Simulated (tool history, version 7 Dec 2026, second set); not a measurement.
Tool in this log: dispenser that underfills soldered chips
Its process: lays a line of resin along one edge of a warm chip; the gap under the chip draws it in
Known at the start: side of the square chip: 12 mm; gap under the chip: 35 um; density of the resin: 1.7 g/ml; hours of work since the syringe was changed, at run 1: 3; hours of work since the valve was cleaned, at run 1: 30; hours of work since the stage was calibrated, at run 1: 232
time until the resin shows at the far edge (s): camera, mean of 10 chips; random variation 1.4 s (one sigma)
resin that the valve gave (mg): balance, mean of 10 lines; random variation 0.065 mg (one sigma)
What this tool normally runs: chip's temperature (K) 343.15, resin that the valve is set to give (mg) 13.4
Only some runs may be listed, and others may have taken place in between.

run,hour,chip's temperature (K),resin that the valve is set to give (mg),hours of work since the syringe was changed,hours of work since the valve was cleaned,hours of work since the stage was calibrated,time until the resin shows at the far edge (s),resin that the valve gave (mg)
1,0,343.15,13.4,3,30,232,163.3,13.19
2,3.8,334.15,13.4,6,33,235,304.3,13.28
# hour 10.2: new syringe of resin
3,10.6,334.15,13.4,0,38,241,197.8,13.18
4,17.8,334.15,13.4,6,44,246,296.5,13.09
# hour 24.4: new syringe of resin
5,25.4,351.15,13.4,1,50,252,95.6,13.12
6,30.4,339.15,13.4,5,54,256,211,12.99
7,34.4,343.15,13.4,8,57,259,219.6,13.05
# hour 38.3: new syringe of resin
8,39.6,339.15,13.4,1,61,263,166,12.85
# hour 46.3: dispensing valve cleaned and set on the balance
9,48.5,339.15,13.9,7,2,269,260.2,14.09
# hour 53.6: new syringe of resin
10,54.3,339.15,13.9,1,6,274,157.7,14
11,59.7,339.15,14.5,5,10,278,215.5,14.39
12,64.5,339.15,14.5,9,14,282,278.5,14.46
# hour 67.7: new syringe of resin
13,73.3,345.15,13.4,4,21,289,158,13.27
14,78.6,343.15,13.4,9,25,293,231,13.4
# hour 81.7: new syringe of resin
15,84.2,343.15,14.4,2,29,297,142.8,14.24
16,92.1,343.15,14.4,8,36,303,222.4,14.3
# hour 95.6: new syringe of resin
17,97,343.15,14.4,1,39,307,133.1,14.27
18,102.9,343.15,14.4,6,44,312,189.7,14.02
# hour 109.6: new syringe of resin
19,110.5,343.15,14.4,1,50,318,132.1,14.03
20,115.5,343.15,15.1,5,54,322,171.7,14.65
# hour 123.8: new syringe of resin
21,123.8,334.15,14.8,0,60,328,186.4,14.29
# hour 130.6: dispensing valve cleaned and set on the balance
22,130.6,354.15,12.7,5,0,333,109,12.66
23,137.5,354.15,12.7,10,5,338,161.9,12.7
# hour 138.9: new syringe of resin
24,145.9,354.15,12.7,6,12,344,115.8,12.62
25,149.7,334.15,11.9,9,15,347,345.1,11.78
# hour 153: new syringe of resin
26,158.2,334.15,11.9,4,21,354,251.8,11.84
27,164.5,347.15,16.3,9,26,359,194.8,16.17
# hour 167: new syringe of resin
28,168.6,343.15,16.3,1,29,362,133.7,15.98
29,172.4,332.15,12.6,4,33,365,277.5,12.45
30,179.1,332.15,12.6,10,38,370,397.5,12.35

Hidden state at the last listed run before each entry between runs and at the first one after, where it differs:
Logged between run 2 and run 3: new syringe of resin (hour 10.2)
  resin's viscosity, % of fresh resin's: 157.4 -> 102.5; dose that the valve gives, % of what is set: 98.21 -> 97.95; true chip temperature over the reading, C: 1.57 -> 1.6
  measured minus no-state result, time until the resin shows at the far edge (s): +97 -> -9.3; resin that the valve gave (mg): -0.24 -> -0.27
Logged between run 4 and run 5: new syringe of resin (hour 24.4)
  resin's viscosity, % of fresh resin's: 154.2 -> 104.7; dose that the valve gives, % of what is set: 97.65 -> 97.33; true chip temperature over the reading, C: 1.64 -> 1.68
  measured minus no-state result, time until the resin shows at the far edge (s): +89.8 -> -2; resin that the valve gave (mg): -0.31 -> -0.36
Logged between run 7 and run 8: new syringe of resin (hour 38.3)
  resin's viscosity, % of fresh resin's: 173.8 -> 109.5; dose that the valve gives, % of what is set: 96.96 -> 96.75; true chip temperature over the reading, C: 1.74 -> 1.77
  measured minus no-state result, time until the resin shows at the far edge (s): +83.8 -> +2.5; resin that the valve gave (mg): -0.41 -> -0.43
Logged between run 8 and run 9: dispensing valve cleaned and set on the balance (hour 46.3)
  resin's viscosity, % of fresh resin's: 109.5 -> 170.3; dose that the valve gives, % of what is set: 96.75 -> 100.52; true chip temperature over the reading, C: 1.77 -> 1.82
  measured minus no-state result, time until the resin shows at the far edge (s): +2.5 -> +94.3; resin that the valve gave (mg): -0.43 -> +0.08
Logged between run 9 and run 10: new syringe of resin (hour 53.6)
  resin's viscosity, % of fresh resin's: 170.3 -> 105.2; dose that the valve gives, % of what is set: 100.52 -> 100.28; true chip temperature over the reading, C: 1.82 -> 1.86
  measured minus no-state result, time until the resin shows at the far edge (s): +94.3 -> -5.2; resin that the valve gave (mg): +0.08 -> +0.04
Logged between run 12 and run 13: new syringe of resin (hour 67.7)
  resin's viscosity, % of fresh resin's: 186.4 -> 135.9; dose that the valve gives, % of what is set: 99.83 -> 99.46; true chip temperature over the reading, C: 1.91 -> 1.97
  measured minus no-state result, time until the resin shows at the far edge (s): +115.6 -> +31.5; resin that the valve gave (mg): -0.02 -> -0.07
Logged between run 14 and run 15: new syringe of resin (hour 81.7)
  resin's viscosity, % of fresh resin's: 183.4 -> 114.9; dose that the valve gives, % of what is set: 99.24 -> 99.02; true chip temperature over the reading, C: 2 -> 2.03
  measured minus no-state result, time until the resin shows at the far edge (s): +93.6 -> +7.1; resin that the valve gave (mg): -0.11 -> -0.14
Logged between run 16 and run 17: new syringe of resin (hour 95.6)
  resin's viscosity, % of fresh resin's: 179.3 -> 108.5; dose that the valve gives, % of what is set: 98.68 -> 98.49; true chip temperature over the reading, C: 2.08 -> 2.11
  measured minus no-state result, time until the resin shows at the far edge (s): +86.6 -> -1.2; resin that the valve gave (mg): -0.18 -> -0.22
Logged between run 18 and run 19: new syringe of resin (hour 109.6)
  resin's viscosity, % of fresh resin's: 151.7 -> 105.4; dose that the valve gives, % of what is set: 98.24 -> 97.95; true chip temperature over the reading, C: 2.14 -> 2.18
  measured minus no-state result, time until the resin shows at the far edge (s): +52.5 -> -5.5; resin that the valve gave (mg): -0.25 -> -0.29
Logged between run 20 and run 21: new syringe of resin (hour 123.8)
  resin's viscosity, % of fresh resin's: 139.6 -> 100.6; dose that the valve gives, % of what is set: 97.74 -> 97.41; true chip temperature over the reading, C: 2.21 -> 2.26
  measured minus no-state result, time until the resin shows at the far edge (s): +36.4 -> -19; resin that the valve gave (mg): -0.34 -> -0.38
Logged between run 21 and run 22: dispensing valve cleaned and set on the balance (hour 130.6)
  resin's viscosity, % of fresh resin's: 100.6 -> 140; dose that the valve gives, % of what is set: 97.41 -> 99.83; true chip temperature over the reading, C: 2.26 -> 2.3
  measured minus no-state result, time until the resin shows at the far edge (s): -19 -> +23.4; resin that the valve gave (mg): -0.38 -> -0.02
Logged between run 23 and run 24: new syringe of resin (hour 138.9)
  resin's viscosity, % of fresh resin's: 206.4 -> 149; dose that the valve gives, % of what is set: 99.53 -> 99.17; true chip temperature over the reading, C: 2.33 -> 2.39
  measured minus no-state result, time until the resin shows at the far edge (s): +75.6 -> +30.3; resin that the valve gave (mg): -0.06 -> -0.1
Logged between run 25 and run 26: new syringe of resin (hour 153)
  resin's viscosity, % of fresh resin's: 183.8 -> 133.8; dose that the valve gives, % of what is set: 99.03 -> 98.63; true chip temperature over the reading, C: 2.41 -> 2.46
  measured minus no-state result, time until the resin shows at the far edge (s): +135.6 -> +41.7; resin that the valve gave (mg): -0.11 -> -0.16
Logged between run 27 and run 28: new syringe of resin (hour 167)
  resin's viscosity, % of fresh resin's: 190.4 -> 109.4; dose that the valve gives, % of what is set: 98.37 -> 98.22; true chip temperature over the reading, C: 2.5 -> 2.52
  measured minus no-state result, time until the resin shows at the far edge (s): +81.2 -> -2.7; resin that the valve gave (mg): -0.27 -> -0.29

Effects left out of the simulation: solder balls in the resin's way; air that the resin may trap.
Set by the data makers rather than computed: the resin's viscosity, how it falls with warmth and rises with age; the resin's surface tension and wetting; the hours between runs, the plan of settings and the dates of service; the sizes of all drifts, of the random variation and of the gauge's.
